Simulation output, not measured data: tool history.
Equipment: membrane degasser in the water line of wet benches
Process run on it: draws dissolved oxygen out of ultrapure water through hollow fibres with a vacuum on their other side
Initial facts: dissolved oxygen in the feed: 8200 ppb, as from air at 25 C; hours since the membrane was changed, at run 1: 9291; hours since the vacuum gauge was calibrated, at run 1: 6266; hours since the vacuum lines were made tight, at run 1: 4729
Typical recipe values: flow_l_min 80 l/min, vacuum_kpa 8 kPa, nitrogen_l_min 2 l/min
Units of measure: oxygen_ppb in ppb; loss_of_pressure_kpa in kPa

| run | hour | flow_l_min | vacuum_kpa | nitrogen_l_min | hours since the membrane was changed | hours since the vacuum gauge was calibrated | hours since the vacuum lines were made tight | oxygen_ppb | loss_of_pressure_kpa |
|---|---|---|---|---|---|---|---|---|---|
| 1 | 0 | 80 | 8 | 2 | 9291 | 6266 | 4729 | 665.9 | 57.97 |
| 2 | 269.7 | 80 | 8 | 2 | 9561 | 6535 | 4999 | 660.2 | 58.12 |
|  | 286.6 | vacuum gauge calibrated |
| 3 | 570.1 | 80 | 9.89 | 2 | 9861 | 284 | 5299 | 774.5 | 58.39 |
| 4 | 768.6 | 80 | 9.89 | 2 | 10059 | 482 | 5497 | 778.8 | 57.83 |
| 5 | 911.3 | 80 | 8 | 2 | 10202 | 625 | 5640 | 650.3 | 57.73 |
| 6 | 1057.9 | 80 | 9.51 | 2 | 10348 | 771 | 5787 | 769.3 | 58.07 |
| 7 | 1304.7 | 80 | 9.51 | 2 | 10595 | 1018 | 6034 | 772.8 | 58.26 |
| 8 | 1484 | 80 | 8 | 1.48 | 10774 | 1197 | 6213 | 756.9 | 58.78 |
| 9 | 1749.6 | 80 | 8 | 2 | 11040 | 1463 | 6478 | 658.8 | 58.93 |
| 10 | 1964.7 | 85 | 8 | 2 | 11255 | 1678 | 6694 | 696 | 62.16 |
| 11 | 2236.4 | 80 | 11.91 | 2 | 11527 | 1950 | 6965 | 917.6 | 58.82 |
| 12 | 2371.7 | 80 | 8 | 2 | 11662 | 2085 | 7101 | 660.4 | 59.09 |
| 13 | 2687.3 | 80 | 8 | 2 | 11978 | 2401 | 7416 | 649.4 | 58.6 |
| 14 | 2940.8 | 80 | 8 | 2 | 12231 | 2654 | 7670 | 658.8 | 59.16 |
| 15 | 3077.5 | 80 | 8 | 3 | 12368 | 2791 | 7806 | 571.3 | 59.14 |
| 16 | 3255.1 | 80 | 8 | 2 | 12546 | 2969 | 7984 | 654.8 | 59.25 |
| 17 | 3422.7 | 66 | 8 | 0.85 | 12713 | 3136 | 8152 | 820 | 48.79 |
| 18 | 3564.8 | 80 | 8 | 3.57 | 12855 | 3278 | 8294 | 528.2 | 59.14 |
|  | 3671.9 | gauge calibrated |
| 19 | 3745.2 | 80 | 8 | 4.29 | 13036 | 3459 | 8474 | 493.8 | 57.94 |
| 20 | 4010.2 | 49 | 5.86 | 2.5 | 13301 | 3724 | 8739 | 284.8 | 35.55 |
| 21 | 4319.2 | 49 | 5.86 | 2.5 | 13610 | 4033 | 9048 | 283.1 | 35.52 |
| 22 | 4477.6 | 49 | 5.86 | 2.5 | 13768 | 4191 | 9207 | 286.4 | 35.62 |
| 23 | 4636.2 | 52 | 7.91 | 1.13 | 13927 | 4350 | 9365 | 571.1 | 37.9 |
| 24 | 4878.9 | 52 | 7.91 | 1.13 | 14169 | 4592 | 9608 | 577.6 | 37.89 |
| 25 | 5026.8 | 80 | 8 | 0.82 | 14317 | 4740 | 9756 | 951.5 | 58.56 |
| 26 | 5256.5 | 76 | 8.04 | 0.84 | 14547 | 4970 | 9985 | 914.6 | 55.42 |
| 27 | 5531.9 | 71 | 11.53 | 1.34 | 14822 | 5245 | 10261 | 1017.7 | 52.03 |
| 28 | 5718.7 | 72 | 7.82 | 2 | 15009 | 5432 | 10448 | 591.8 | 52.61 |
| 29 | 6019.6 | 72 | 7.82 | 2 | 15310 | 5733 | 10748 | 586.5 | 52.99 |
| 30 | 6336.2 | 72 | 7.82 | 2 | 15627 | 6050 | 11065 | 591.7 | 53 |
| 31 | 6495.4 | 72 | 7.82 | 2 | 15786 | 6209 | 11224 | 579.3 | 52.85 |

For each entry between runs, how does the tool's hidden state at the last listed run before it compare with that at the first listed run after it?
In the gap between runs 2 and 3: vacuum gauge calibrated (hour 286.6)
  drift of the gauge itself on loss_of_pressure_kpa, %: 0.15 -> 0.31
  measured less the result without the state, loss_of_pressure_kpa: +0.12 -> +0.22 kPa
In the gap between runs 18 and 19: gauge calibrated (hour 3671.9)
  drift of the gauge itself on loss_of_pressure_kpa, %: 1.97 -> 0.04
  measured less the result without the state, loss_of_pressure_kpa: +1.19 -> +0.08 kPa
